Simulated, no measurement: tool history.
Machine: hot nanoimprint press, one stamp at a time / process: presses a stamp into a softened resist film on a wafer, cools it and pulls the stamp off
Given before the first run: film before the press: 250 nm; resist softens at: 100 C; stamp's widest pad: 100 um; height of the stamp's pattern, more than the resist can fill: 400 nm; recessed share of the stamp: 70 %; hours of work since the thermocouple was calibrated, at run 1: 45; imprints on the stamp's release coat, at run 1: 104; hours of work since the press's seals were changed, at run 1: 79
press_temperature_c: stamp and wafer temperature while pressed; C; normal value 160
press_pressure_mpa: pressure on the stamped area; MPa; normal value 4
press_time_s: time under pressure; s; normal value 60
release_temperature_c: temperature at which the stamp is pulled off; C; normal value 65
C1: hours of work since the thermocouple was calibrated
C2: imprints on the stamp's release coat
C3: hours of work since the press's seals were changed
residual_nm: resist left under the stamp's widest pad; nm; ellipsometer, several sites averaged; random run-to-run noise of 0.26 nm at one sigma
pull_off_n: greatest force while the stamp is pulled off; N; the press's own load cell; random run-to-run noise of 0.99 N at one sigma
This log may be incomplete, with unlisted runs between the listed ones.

{"run": 1, "hour": 0.0, "press_temperature_c": 160, "press_pressure_mpa": 4, "press_time_s": 60, "release_temperature_c": 65, "C1": 45, "C2": 104, "C3": 79, "residual_nm": 93.6, "pull_off_n": 104.5}
{"run": 2, "hour": 25.7, "press_temperature_c": 154, "press_pressure_mpa": 4, "press_time_s": 60, "release_temperature_c": 65, "C1": 63, "C2": 175, "C3": 97, "residual_nm": 124.3, "pull_off_n": 104.1}
{"run": 3, "hour": 50.5, "press_temperature_c": 156, "press_pressure_mpa": 4, "press_time_s": 60, "release_temperature_c": 65, "C1": 79, "C2": 243, "C3": 114, "residual_nm": 113.1, "pull_off_n": 103.8}
{"run": 4, "hour": 66.3, "press_temperature_c": 160, "press_pressure_mpa": 4, "press_time_s": 31, "release_temperature_c": 65, "C1": 90, "C2": 287, "C3": 125, "residual_nm": 122.2, "pull_off_n": 103.5}
{"run": 5, "hour": 92.9, "press_temperature_c": 160, "press_pressure_mpa": 4, "press_time_s": 31, "release_temperature_c": 65, "C1": 108, "C2": 360, "C3": 143, "residual_nm": 122.4, "pull_off_n": 103.4}
{"run": 6, "hour": 109.8, "press_temperature_c": 160, "press_pressure_mpa": 4, "press_time_s": 31, "release_temperature_c": 65, "C1": 120, "C2": 406, "C3": 154, "residual_nm": 122.3, "pull_off_n": 105}
{"run": 7, "hour": 129.7, "press_temperature_c": 160, "press_pressure_mpa": 4, "press_time_s": 60, "release_temperature_c": 65, "C1": 133, "C2": 461, "C3": 168, "residual_nm": 93.6, "pull_off_n": 103.4}
{"run": 8, "hour": 151.7, "press_temperature_c": 160, "press_pressure_mpa": 4, "press_time_s": 60, "release_temperature_c": 65, "C1": 148, "C2": 521, "C3": 183, "residual_nm": 94.4, "pull_off_n": 105.8}
{"run": 9, "hour": 175.7, "press_temperature_c": 160, "press_pressure_mpa": 4, "press_time_s": 60, "release_temperature_c": 52, "C1": 165, "C2": 587, "C3": 199, "residual_nm": 94.2, "pull_off_n": 121}
{"run": 10, "hour": 188.0, "press_temperature_c": 160, "press_pressure_mpa": 4, "press_time_s": 60, "release_temperature_c": 52, "C1": 173, "C2": 621, "C3": 207, "residual_nm": 94.2, "pull_off_n": 119.9}
{"hour": 214.4, "done": "stamp cleaned and given a new release coat"}
{"run": 11, "hour": 217.1, "press_temperature_c": 160, "press_pressure_mpa": 4, "press_time_s": 60, "release_temperature_c": 52, "C1": 189, "C2": 7, "C3": 223, "residual_nm": 94.3, "pull_off_n": 120.4}
{"run": 12, "hour": 238.9, "press_temperature_c": 160, "press_pressure_mpa": 4, "press_time_s": 60, "release_temperature_c": 52, "C1": 204, "C2": 67, "C3": 238, "residual_nm": 93.8, "pull_off_n": 120.8}
{"run": 13, "hour": 251.8, "press_temperature_c": 160, "press_pressure_mpa": 4, "press_time_s": 60, "release_temperature_c": 52, "C1": 212, "C2": 103, "C3": 247, "residual_nm": 94.5, "pull_off_n": 119.8}
{"run": 14, "hour": 272.7, "press_temperature_c": 160, "press_pressure_mpa": 4, "press_time_s": 60, "release_temperature_c": 52, "C1": 227, "C2": 160, "C3": 261, "residual_nm": 94.6, "pull_off_n": 118.4}
{"run": 15, "hour": 288.2, "press_temperature_c": 160, "press_pressure_mpa": 4, "press_time_s": 60, "release_temperature_c": 52, "C1": 237, "C2": 203, "C3": 272, "residual_nm": 94.2, "pull_off_n": 119.6}
{"run": 16, "hour": 306.6, "press_temperature_c": 160, "press_pressure_mpa": 4, "press_time_s": 60, "release_temperature_c": 69, "C1": 250, "C2": 253, "C3": 284, "residual_nm": 95.3, "pull_off_n": 99.2}
{"run": 17, "hour": 330.2, "press_temperature_c": 160, "press_pressure_mpa": 4, "press_time_s": 60, "release_temperature_c": 69, "C1": 266, "C2": 318, "C3": 300, "residual_nm": 94.9, "pull_off_n": 98.2}
{"run": 18, "hour": 347.5, "press_temperature_c": 155, "press_pressure_mpa": 5.46, "press_time_s": 60, "release_temperature_c": 61, "C1": 278, "C2": 366, "C3": 312, "residual_nm": 105.9, "pull_off_n": 108.6}
{"run": 19, "hour": 371.2, "press_temperature_c": 155, "press_pressure_mpa": 5.46, "press_time_s": 60, "release_temperature_c": 61, "C1": 294, "C2": 431, "C3": 328, "residual_nm": 106.7, "pull_off_n": 108.6}
{"hour": 377.1, "done": "gauge calibrated"}
{"run": 20, "hour": 398.4, "press_temperature_c": 155, "press_pressure_mpa": 5.46, "press_time_s": 60, "release_temperature_c": 61, "C1": 312, "C2": 505, "C3": 347, "residual_nm": 103.6, "pull_off_n": 108.1}
{"run": 21, "hour": 414.4, "press_temperature_c": 155, "press_pressure_mpa": 5.46, "press_time_s": 60, "release_temperature_c": 61, "C1": 323, "C2": 549, "C3": 357, "residual_nm": 104.2, "pull_off_n": 109.2}
{"run": 22, "hour": 440.8, "press_temperature_c": 155, "press_pressure_mpa": 3.22, "press_time_s": 31, "release_temperature_c": 61, "C1": 341, "C2": 622, "C3": 375, "residual_nm": 160.7, "pull_off_n": 109.3}
{"hour": 465.4, "done": "stamp cleaned and given a new release coat"}
{"run": 23, "hour": 465.4, "press_temperature_c": 155, "press_pressure_mpa": 3.22, "press_time_s": 31, "release_temperature_c": 61, "C1": 354, "C2": 0, "C3": 388, "residual_nm": 161.2, "pull_off_n": 110.6}
{"run": 24, "hour": 491.6, "press_temperature_c": 152, "press_pressure_mpa": 6.2, "press_time_s": 105, "release_temperature_c": 65, "C1": 372, "C2": 72, "C3": 406, "residual_nm": 91.3, "pull_off_n": 105.4}
{"run": 25, "hour": 510.9, "press_temperature_c": 152, "press_pressure_mpa": 6.2, "press_time_s": 105, "release_temperature_c": 65, "C1": 385, "C2": 125, "C3": 419, "residual_nm": 92, "pull_off_n": 104.4}
{"hour": 532.4, "done": "plate thermocouple calibrated"}
{"run": 26, "hour": 535.3, "press_temperature_c": 152, "press_pressure_mpa": 4.38, "press_time_s": 105, "release_temperature_c": 65, "C1": 2, "C2": 184, "C3": 434, "residual_nm": 107.3, "pull_off_n": 104.1}
{"run": 27, "hour": 550.0, "press_temperature_c": 165, "press_pressure_mpa": 3.01, "press_time_s": 60, "release_temperature_c": 71, "C1": 12, "C2": 224, "C3": 444, "residual_nm": 84.6, "pull_off_n": 96.2}
{"run": 28, "hour": 567.7, "press_temperature_c": 165, "press_pressure_mpa": 3.01, "press_time_s": 60, "release_temperature_c": 71, "C1": 24, "C2": 273, "C3": 456, "residual_nm": 84.4, "pull_off_n": 96.8}
{"run": 29, "hour": 594.7, "press_temperature_c": 165, "press_pressure_mpa": 3.01, "press_time_s": 60, "release_temperature_c": 71, "C1": 42, "C2": 347, "C3": 474, "residual_nm": 84.4, "pull_off_n": 96.4}
{"run": 30, "hour": 614.5, "press_temperature_c": 165, "press_pressure_mpa": 3.01, "press_time_s": 60, "release_temperature_c": 71, "C1": 56, "C2": 401, "C3": 488, "residual_nm": 84.6, "pull_off_n": 97.7}

Some steps in residual_nm, run to run, broken into two amounts with sign: the step expected even without the hidden condition (settings, incoming material, random variation), and the rest, left for the hidden condition together with whatever gauge scatter is not in both the measured and the hidden-condition-free result:
Unlogged tool condition in this case: true temperature over the reading, C; pressure that arrives at the usual setting, %; grip of the stamp's worn release coat, % over a new coat's; drift of the gauge itself on residual_nm, %; drift of the gauge itself on pull_off_n, %.
Run 1 -> 2: press_temperature_c 160 -> 154. residual_nm +30.7 nm: hidden state +0.2, all else +30.5.
Run 19 -> 20: gauge calibrated. residual_nm -3.1 nm: hidden state -2.2, all else -0.9.
Run 21 -> 22: press_pressure_mpa 5.46 -> 3.22, press_time_s 60 -> 31. residual_nm +56.5 nm: hidden state +0.4, all else +56.1.
Run 23 -> 24: press_temperature_c 155 -> 152, press_pressure_mpa 3.22 -> 6.2, press_time_s 31 -> 105, release_temperature_c 61 -> 65. residual_nm -69.9 nm: hidden state -0.1, all else -69.8.
Run 25 -> 26: press_pressure_mpa 6.2 -> 4.38, plate thermocouple calibrated. residual_nm +15.3 nm: hidden state +0.5, all else +14.8.

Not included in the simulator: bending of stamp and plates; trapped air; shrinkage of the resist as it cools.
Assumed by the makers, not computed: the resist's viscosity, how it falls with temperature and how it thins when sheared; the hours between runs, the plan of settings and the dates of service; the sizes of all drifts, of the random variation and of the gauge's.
